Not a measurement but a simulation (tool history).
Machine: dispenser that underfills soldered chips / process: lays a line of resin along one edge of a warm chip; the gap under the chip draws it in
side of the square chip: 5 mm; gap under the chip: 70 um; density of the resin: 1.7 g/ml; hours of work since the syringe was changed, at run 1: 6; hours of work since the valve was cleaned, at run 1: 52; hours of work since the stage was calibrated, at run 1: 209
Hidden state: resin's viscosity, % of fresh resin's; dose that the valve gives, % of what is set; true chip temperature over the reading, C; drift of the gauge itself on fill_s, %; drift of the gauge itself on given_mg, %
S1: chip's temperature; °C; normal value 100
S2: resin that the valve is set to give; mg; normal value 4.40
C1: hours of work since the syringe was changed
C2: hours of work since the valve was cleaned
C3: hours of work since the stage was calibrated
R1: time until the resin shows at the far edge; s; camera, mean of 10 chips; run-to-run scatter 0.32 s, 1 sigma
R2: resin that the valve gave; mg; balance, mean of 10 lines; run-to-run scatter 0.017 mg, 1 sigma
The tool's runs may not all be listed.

run	hour	S1	S2	C1	C2	C3	R1	R2
1	0.0	100	4.40	6	52	209	15.6	4.24
# hour 2.8: new syringe of resin
# hour 12.8: new syringe of resin
2	12.8	100	4.40	0	61	218	11.9	4.21
3	19.5	100	4.40	5	66	223	14.5	4.20
# hour 22.8: new syringe of resin
# hour 33.1: new syringe of resin
4	33.1	100	4.40	0	75	233	11.2	4.17
# hour 43.1: new syringe of resin
5	43.1	110	4.40	0	83	240	8.0	4.18
6	51.1	100	4.40	6	88	246	14.4	4.15
# hour 53.4: new syringe of resin
# hour 63.7: new syringe of resin
7	63.7	113	5.14	0	97	255	6.9	4.81
8	71.4	113	5.14	6	103	261	9.4	4.79
# hour 73.9: new syringe of resin
# hour 84.0: new syringe of resin
9	84.0	101	3.91	0	112	270	10.8	3.62
# hour 94.4: new syringe of resin
10	97.6	101	5.23	2	122	280	12.1	4.80
# hour 102.7: dispensing valve cleaned and set on the balance
# hour 105.8: new syringe of resin
11	108.4	101	5.23	2	4	287	11.5	5.21

How the hidden state differs across the entries between the runs, from the last listed run before each to the first after it:
In the gap between runs 1 and 2: new syringe of resin (hour 2.8); new syringe of resin (hour 12.8)
  resin's viscosity, % of fresh resin's: 139.9 -> 101.4; dose that the valve gives, % of what is set: 96.6 -> 95.97; true chip temperature over the reading, C: 1.4 -> 1.46
  difference, measured minus the result without the unlogged condition, R1: +3.9 -> -0.3 s; R2: -0.15 -> -0.18 mg
In the gap between runs 3 and 4: new syringe of resin (hour 22.8); new syringe of resin (hour 33.1)
  resin's viscosity, % of fresh resin's: 135 -> 100.7; dose that the valve gives, % of what is set: 95.64 -> 95.01; true chip temperature over the reading, C: 1.5 -> 1.57
  difference, measured minus the result without the unlogged condition, R1: +3.3 -> -0.5 s; R2: -0.19 -> -0.22 mg
In the gap between runs 4 and 5: new syringe of resin (hour 43.1)
  resin's viscosity, % of fresh resin's: 100.7 -> 99.2; dose that the valve gives, % of what is set: 95.01 -> 94.52; true chip temperature over the reading, C: 1.57 -> 1.61
  difference, measured minus the result without the unlogged condition, R1: -0.5 -> -0.4 s; R2: -0.22 -> -0.24 mg
In the gap between runs 6 and 7: new syringe of resin (hour 53.4); new syringe of resin (hour 63.7)
  resin's viscosity, % of fresh resin's: 139.5 -> 102.1; dose that the valve gives, % of what is set: 94.12 -> 93.56; true chip temperature over the reading, C: 1.66 -> 1.72
  difference, measured minus the result without the unlogged condition, R1: +3.7 -> -0.2 s; R2: -0.26 -> -0.33 mg
In the gap between runs 8 and 9: new syringe of resin (hour 73.9); new syringe of resin (hour 84.0)
  resin's viscosity, % of fresh resin's: 142.1 -> 101.1; dose that the valve gives, % of what is set: 93.16 -> 92.56; true chip temperature over the reading, C: 1.76 -> 1.82
  difference, measured minus the result without the unlogged condition, R1: +2.4 -> -0.3 s; R2: -0.35 -> -0.30 mg
In the gap between runs 9 and 10: new syringe of resin (hour 94.4)
  resin's viscosity, % of fresh resin's: 101.1 -> 115.1; dose that the valve gives, % of what is set: 92.56 -> 91.91; true chip temperature over the reading, C: 1.82 -> 1.89
  difference, measured minus the result without the unlogged condition, R1: -0.3 -> +0.9 s; R2: -0.30 -> -0.43 mg
In the gap between runs 10 and 11: dispensing valve cleaned and set on the balance (hour 102.7); new syringe of resin (hour 105.8)
  resin's viscosity, % of fresh resin's: 115.1 -> 112.1; dose that the valve gives, % of what is set: 91.91 -> 99.79; true chip temperature over the reading, C: 1.89 -> 1.94
  difference, measured minus the result without the unlogged condition, R1: +0.9 -> +0.5 s; R2: -0.43 -> -0.01 mg
